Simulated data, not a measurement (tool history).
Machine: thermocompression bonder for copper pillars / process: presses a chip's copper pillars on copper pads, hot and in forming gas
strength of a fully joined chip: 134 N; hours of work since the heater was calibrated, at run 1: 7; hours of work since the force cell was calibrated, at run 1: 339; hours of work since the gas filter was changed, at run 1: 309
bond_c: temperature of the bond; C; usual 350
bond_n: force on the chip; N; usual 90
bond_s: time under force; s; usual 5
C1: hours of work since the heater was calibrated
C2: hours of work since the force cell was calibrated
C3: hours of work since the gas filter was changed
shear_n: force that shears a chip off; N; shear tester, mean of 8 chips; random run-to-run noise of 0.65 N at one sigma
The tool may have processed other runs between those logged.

{"run": 1, "day": 0.0, "bond_c": 350, "bond_n": 90, "bond_s": 5, "C1": 7, "C2": 339, "C3": 309, "shear_n": 62.5}
{"run": 2, "day": 0.588, "bond_c": 350, "bond_n": 90, "bond_s": 5, "C1": 17, "C2": 349, "C3": 319, "shear_n": 62.5}
{"run": 3, "day": 1.617, "bond_c": 350, "bond_n": 90, "bond_s": 5, "C1": 35, "C2": 367, "C3": 337, "shear_n": 62.5}
{"run": 4, "day": 2.254, "bond_c": 350, "bond_n": 90, "bond_s": 5, "C1": 46, "C2": 378, "C3": 348, "shear_n": 62.1}
{"run": 5, "day": 2.846, "bond_c": 350, "bond_n": 90, "bond_s": 5, "C1": 56, "C2": 389, "C3": 359, "shear_n": 61.2}
{"day": 3.079, "done": "forming gas filter changed"}
{"run": 6, "day": 3.704, "bond_c": 350, "bond_n": 90, "bond_s": 5, "C1": 71, "C2": 403, "C3": 11, "shear_n": 69.7}

For run 7, what comes out?
{"run": 7, "day": 4.288, "bond_c": 350, "bond_n": 78, "bond_s": 5, "C1": 81, "C2": 414, "C3": 21, "shear_n": "?"}

{"run 7": {"shear_n": 63.6}}
The same run, on a tool lacking any hidden state, would have yielded shear_n 62.9 N.

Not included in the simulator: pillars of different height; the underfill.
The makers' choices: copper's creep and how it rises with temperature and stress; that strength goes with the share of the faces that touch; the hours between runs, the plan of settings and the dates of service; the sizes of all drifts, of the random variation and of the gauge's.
